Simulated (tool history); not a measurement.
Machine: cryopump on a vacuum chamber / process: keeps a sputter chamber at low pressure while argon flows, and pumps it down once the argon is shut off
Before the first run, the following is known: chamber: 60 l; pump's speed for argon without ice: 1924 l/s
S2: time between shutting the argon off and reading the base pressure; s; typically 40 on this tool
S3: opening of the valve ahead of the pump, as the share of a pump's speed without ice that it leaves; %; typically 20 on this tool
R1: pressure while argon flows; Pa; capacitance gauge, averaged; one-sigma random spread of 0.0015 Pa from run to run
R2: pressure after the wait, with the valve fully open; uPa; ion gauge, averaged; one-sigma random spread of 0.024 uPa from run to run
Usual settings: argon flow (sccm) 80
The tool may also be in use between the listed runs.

run 1 hour=0.0 | argon_flow_(sccm)=80 S2=40 S3=20 | R1=0.3510 R2=1.50
run 2 hour=69.6 | argon_flow_(sccm)=80 S2=295 S3=20 | R1=0.3547 R2=0.97
run 3 hour=175.7 | argon_flow_(sccm)=80 S2=40 S3=20 | R1=0.3566 R2=1.64
run 4 hour=244.0 | argon_flow_(sccm)=80 S2=40 S3=47 | R1=0.1564 R2=1.69
run 5 hour=375.1 | argon_flow_(sccm)=80 S2=40 S3=47 | R1=0.1603 R2=1.84
-- hour=502.7 pump warmed up, emptied and cooled again
run 6 hour=504.4 | argon_flow_(sccm)=80 S2=40 S3=47 | R1=0.1511 R2=1.75
run 7 hour=578.6 | argon_flow_(sccm)=80 S2=40 S3=18 | R1=0.3952 R2=1.83
run 8 hour=687.4 | argon_flow_(sccm)=80 S2=40 S3=18 | R1=0.3972 R2=1.90
run 9 hour=746.6 | argon_flow_(sccm)=80 S2=40 S3=18 | R1=0.3991 R2=1.92
run 10 hour=877.5 | argon_flow_(sccm)=80 S2=40 S3=18 | R1=0.4031 R2=1.96
run 11 hour=988.3 | argon_flow_(sccm)=80 S2=40 S3=18 | R1=0.4036 R2=2.12
-- hour=1007.7 pump warmed up, emptied and cooled again
run 12 hour=1048.8 | argon_flow_(sccm)=80 S2=40 S3=38 | R1=0.1892 R2=1.98
run 13 hour=1130.4 | argon_flow_(sccm)=61 S2=95 S3=44 | R1=0.1252 R2=1.60
run 14 hour=1227.6 | argon_flow_(sccm)=61 S2=197 S3=46 | R1=0.1224 R2=1.49
run 15 hour=1330.9 | argon_flow_(sccm)=61 S2=197 S3=46 | R1=0.1248 R2=1.63
run 16 hour=1447.2 | argon_flow_(sccm)=69 S2=35 S3=38 | R1=0.1710 R2=2.44
-- hour=1513.9 pump warmed up, emptied and cooled again
run 17 hour=1569.4 | argon_flow_(sccm)=70 S2=85 S3=55 | R1=0.1150 R2=1.82
run 18 hour=1671.4 | argon_flow_(sccm)=70 S2=85 S3=55 | R1=0.1168 R2=1.82
run 19 hour=1803.6 | argon_flow_(sccm)=70 S2=85 S3=55 | R1=0.1194 R2=1.94
run 20 hour=1878.6 | argon_flow_(sccm)=155 S2=23 S3=19 | R1=0.7400 R2=2.98

Consider 5 possible next runs. They are alternatives, not a sequence: every one starts from the tool as it was left by run 20. What does each give?
run A hour=1956.1 | argon_flow_(sccm)=155 S2=23 S3=16 | R1=? R2=?
run B hour=1956.1 | argon_flow_(sccm)=107 S2=75 S3=19 | R1=? R2=?
run C hour=1956.1 | argon_flow_(sccm)=56 S2=115 S3=26 | R1=? R2=?
run D hour=1956.1 | argon_flow_(sccm)=63 S2=219 S3=25 | R1=? R2=?
run E hour=1956.1 | argon_flow_(sccm)=155 S2=36 S3=19 | R1=? R2=?

run=A R1=0.8760 R2=3.02
run=B R1=0.5130 R2=2.13
run=C R1=0.1983 R2=2.09
run=D R1=0.2317 R2=1.95
run=E R1=0.7480 R2=2.51
Without the tool's hidden state the same runs would have given:
run=A R1=0.8505 R2=1.41
run=B R1=0.4953 R2=0.55
run=C R1=0.1891 R2=0.42
run=D R1=0.2212 R2=0.30
run=E R1=0.7222 R2=0.93
